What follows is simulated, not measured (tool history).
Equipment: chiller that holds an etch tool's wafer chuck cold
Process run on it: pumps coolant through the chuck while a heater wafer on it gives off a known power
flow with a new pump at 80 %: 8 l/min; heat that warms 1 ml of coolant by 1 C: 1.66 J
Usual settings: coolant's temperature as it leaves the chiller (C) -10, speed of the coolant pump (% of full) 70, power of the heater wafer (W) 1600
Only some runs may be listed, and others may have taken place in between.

run,hour,coolant's temperature as it leaves the chiller (C),speed of the coolant pump (% of full),power of the heater wafer (W),chuck's temperature once it has settled (C),how much warmer the coolant comes back (C)
1,0.0,-10,70,1600,7.0,8.40
2,70.2,-10,70,1600,7.3,8.45
3,134.8,-10,70,1600,7.3,8.44
4,185.4,-10,70,1600,7.3,8.39
5,248.0,-10,70,1600,7.3,8.47
6,295.9,-10,70,1600,7.2,8.36
7,367.4,-10,70,1600,7.4,8.43
8,461.7,-10,70,1600,7.6,8.47
9,529.9,-10,70,1098,2.0,5.89
10,590.5,-10,70,1098,2.1,5.88
11,671.6,-12,64,1600,6.6,9.33
12,761.0,-4,79,2115,16.9,9.97
13,829.4,-20,80,2047,0.1,9.50
14,902.3,-20,80,2047,0.2,9.47
15,972.4,-20,80,2047,0.0,9.48
16,1050.5,-10,84,1575,5.0,7.00
17,1115.9,-10,84,1575,5.2,6.92
18,1192.4,-2,91,1600,12.5,6.52
19,1287.6,-10,81,1600,5.7,7.42
20,1368.4,-10,81,1600,5.8,7.34

What if the next run were any one of these 4? Each begins from the tool's condition after run 20:
A,1440.0,-6,90,1600,?,?
B,1440.0,-8,72,1487,?,?
C,1440.0,-12,65,1836,?,?
D,1440.0,-13,83,870,?,?

run,chuck's temperature once it has settled (C),how much warmer the coolant comes back (C)
A,8.5,6.62
B,8.4,7.75
C,9.8,10.59
D,-4.4,3.94
Without the tool's hidden state the same runs would have given:
run,chuck's temperature once it has settled (C),how much warmer the coolant comes back (C)
A,7.2,6.42
B,6.9,7.51
C,7.8,10.27
D,-5.3,3.82

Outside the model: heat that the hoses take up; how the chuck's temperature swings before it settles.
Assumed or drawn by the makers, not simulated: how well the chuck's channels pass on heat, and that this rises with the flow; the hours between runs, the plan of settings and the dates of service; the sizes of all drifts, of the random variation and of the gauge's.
